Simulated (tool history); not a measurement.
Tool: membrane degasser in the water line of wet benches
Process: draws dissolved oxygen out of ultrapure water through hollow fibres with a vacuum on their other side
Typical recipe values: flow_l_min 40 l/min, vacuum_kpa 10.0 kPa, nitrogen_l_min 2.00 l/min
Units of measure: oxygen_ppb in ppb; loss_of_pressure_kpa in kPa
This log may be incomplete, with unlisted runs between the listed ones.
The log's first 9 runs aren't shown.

| run | hour | flow_l_min | vacuum_kpa | nitrogen_l_min | hours since the membrane was changed | hours since the vacuum gauge was calibrated | hours since the vacuum lines were made tight | oxygen_ppb | loss_of_pressure_kpa |
|---|---|---|---|---|---|---|---|---|---|
| 10 | 1108.0 | 40 | 6.9 | 2.00 | 4710 | 1720 | 509 | 485.7 | 45.21 |
| 11 | 1247.1 | 40 | 10.0 | 2.00 | 4849 | 1859 | 648 | 608.5 | 45.62 |
| 12 | 1366.5 | 40 | 10.0 | 2.00 | 4968 | 1979 | 767 | 604.7 | 45.83 |
| 13 | 1495.6 | 40 | 10.0 | 2.00 | 5097 | 2108 | 897 | 613.4 | 45.73 |
| 14 | 1625.0 | 40 | 10.0 | 2.00 | 5227 | 2237 | 1026 | 605.0 | 45.53 |
| 15 | 1787.7 | 40 | 10.0 | 2.00 | 5390 | 2400 | 1189 | 607.9 | 45.92 |
| 16 | 1871.4 | 40 | 10.0 | 2.00 | 5473 | 2484 | 1272 | 605.8 | 46.40 |
| 17 | 1965.5 | 40 | 10.0 | 2.00 | 5567 | 2578 | 1366 | 611.0 | 45.70 |
| 18 | 2129.5 | 53 | 10.0 | 2.00 | 5731 | 2742 | 1530 | 829.8 | 61.02 |
| 19 | 2292.2 | 35 | 9.4 | 1.32 | 5894 | 2905 | 1693 | 609.7 | 39.85 |
| 20 | 2410.9 | 43 | 7.1 | 2.00 | 6013 | 3023 | 1812 | 557.5 | 49.38 |
| 21 | 2586.1 | 46 | 22.0 | 2.00 | 6188 | 3199 | 1987 | 1208.7 | 53.47 |
| 22 | 2755.4 | 52 | 21.1 | 4.13 | 6357 | 3368 | 2156 | 920.5 | 60.20 |
| 23 | 2858.3 | 59 | 10.5 | 5.86 | 6460 | 3471 | 2259 | 717.0 | 68.44 |
| 24 | 2963.3 | 36 | 17.7 | 0.83 | 6565 | 3576 | 2364 | 1336.0 | 41.63 |
| 25 | 3082.7 | 36 | 17.7 | 0.83 | 6684 | 3695 | 2484 | 1351.2 | 41.74 |
| 26 | 3187.3 | 27 | 7.5 | 4.71 | 6789 | 3800 | 2588 | 256.7 | 31.55 |
| 27 | 3288.3 | 40 | 8.7 | 2.00 | 6890 | 3901 | 2689 | 576.9 | 46.32 |
| 28 | 3460.5 | 48 | 10.0 | 0.97 | 7062 | 4073 | 2861 | 1023.5 | 55.96 |
| 29 | 3574.0 | 64 | 21.3 | 4.18 | 7176 | 4186 | 2975 | 1143.3 | 74.58 |
| 30 | 3688.9 | 64 | 21.3 | 4.18 | 7291 | 4301 | 3090 | 1150.2 | 74.77 |
| 31 | 3840.7 | 40 | 6.6 | 4.18 | 7443 | 4453 | 3242 | 428.5 | 47.10 |
| 32 | 4020.1 | 40 | 6.6 | 4.18 | 7622 | 4633 | 3421 | 429.8 | 46.83 |

What if the next run were any one of these 4? Each begins from the tool's condition after run 32:
| A | 4162.4 | 28 | 6.6 | 0.83 | 7764 | 4775 | 3563 | ? | ? |
| B | 4162.4 | 40 | 6.6 | 3.66 | 7764 | 4775 | 3563 | ? | ? |
| C | 4162.4 | 40 | 10.6 | 2.98 | 7764 | 4775 | 3563 | ? | ? |
| D | 4162.4 | 40 | 6.6 | 1.79 | 7764 | 4775 | 3563 | ? | ? |

| run | oxygen_ppb | loss_of_pressure_kpa |
|---|---|---|
| A | 445.1 | 32.68 |
| B | 448.0 | 46.44 |
| C | 565.6 | 46.71 |
| D | 510.1 | 46.89 |
Take away the tool's hidden state, keep each run's random variation, and the runs would have read:
| run | oxygen_ppb | loss_of_pressure_kpa |
|---|---|---|
| A | 386.7 | 30.48 |
| B | 371.3 | 43.28 |
| C | 491.2 | 43.57 |
| D | 433.0 | 43.73 |
